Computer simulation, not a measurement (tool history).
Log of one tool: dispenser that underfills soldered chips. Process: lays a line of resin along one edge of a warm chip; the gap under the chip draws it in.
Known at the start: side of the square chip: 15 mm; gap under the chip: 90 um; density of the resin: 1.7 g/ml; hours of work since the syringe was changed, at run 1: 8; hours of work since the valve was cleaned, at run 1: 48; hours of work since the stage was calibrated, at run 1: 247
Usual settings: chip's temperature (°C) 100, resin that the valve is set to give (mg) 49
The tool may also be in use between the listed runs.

| run | hour | chip's temperature (°C) | resin that the valve is set to give (mg) | hours of work since the syringe was changed | hours of work since the valve was cleaned | hours of work since the stage was calibrated | time until the resin shows at the far edge (s) | resin that the valve gave (mg) |
|---|---|---|---|---|---|---|---|---|
| 1 | 0 | 100 | 49 | 8 | 48 | 247 | 92.6 | 47.06 |
|  | 1.3 | new syringe of resin |
| 2 | 11.6 | 100 | 50.6 | 8 | 56 | 256 | 89.8 | 48.36 |
|  | 13.6 | new syringe of resin |
|  | 22.5 | dispensing valve cleaned and set on the balance |
| 3 | 23.1 | 100 | 44.3 | 7 | 0 | 264 | 85.7 | 44.44 |
|  | 26.7 | new syringe of resin |
| 4 | 33.2 | 100 | 44.3 | 5 | 8 | 271 | 79.3 | 44.09 |
|  | 38.9 | new syringe of resin |
| 5 | 42.3 | 100 | 44.3 | 3 | 15 | 278 | 73.2 | 44.05 |
| 6 | 48.6 | 100 | 44.3 | 8 | 20 | 283 | 88.7 | 43.54 |
|  | 51 | new syringe of resin |
| 7 | 55.3 | 100 | 44.3 | 3 | 25 | 288 | 75.8 | 43.45 |
|  | 63.1 | new syringe of resin |
| 8 | 64.3 | 100 | 44.3 | 1 | 31 | 294 | 67.8 | 43.05 |
| 9 | 73.2 | 100 | 44.3 | 8 | 38 | 301 | 89.3 | 42.85 |
|  | 75.3 | new syringe of resin |
| 10 | 82.3 | 100 | 44.3 | 5 | 45 | 308 | 82.3 | 42.95 |
|  | 87.8 | new syringe of resin |
| 11 | 91.1 | 100 | 44.3 | 3 | 51 | 315 | 72.9 | 42.15 |
| 12 | 98.3 | 100 | 44.3 | 8 | 57 | 320 | 92 | 41.94 |
|  | 99.8 | new syringe of resin |
| 13 | 103.3 | 100 | 44.3 | 3 | 61 | 324 | 75.2 | 41.94 |
|  | 107.6 | dispensing valve cleaned and set on the balance |
|  | 113.3 | new syringe of resin |
| 14 | 113.5 | 106 | 62.1 | 0 | 4 | 331 | 50.9 | 62.13 |
| 15 | 120.1 | 106 | 62.1 | 5 | 9 | 336 | 63.6 | 61.54 |
|  | 125.5 | new syringe of resin |
| 16 | 127.2 | 106 | 56.8 | 1 | 15 | 341 | 53.8 | 56 |

Forecast each of these 4 alternatives for the next run:
| A | 133.5 | 90 | 58.3 | 6 | 19 | 346 | ? | ? |
| B | 133.5 | 104 | 45.3 | 6 | 19 | 346 | ? | ? |
| C | 133.5 | 90 | 56.8 | 6 | 19 | 346 | ? | ? |
| D | 133.5 | 101 | 49 | 6 | 19 | 346 | ? | ? |

| run | time until the resin shows at the far edge (s) | resin that the valve gave (mg) |
|---|---|---|
| A | 112.3 | 57.15 |
| B | 73.2 | 44.67 |
| C | 114.2 | 56.1 |
| D | 79.4 | 48.21 |
Without the tool's hidden state the same runs would have given:
| run | time until the resin shows at the far edge (s) | resin that the valve gave (mg) |
|---|---|---|
| A | 90 | 58.12 |
| B | 58.3 | 45.43 |
| C | 91.4 | 57.05 |
| D | 63.5 | 49.02 |
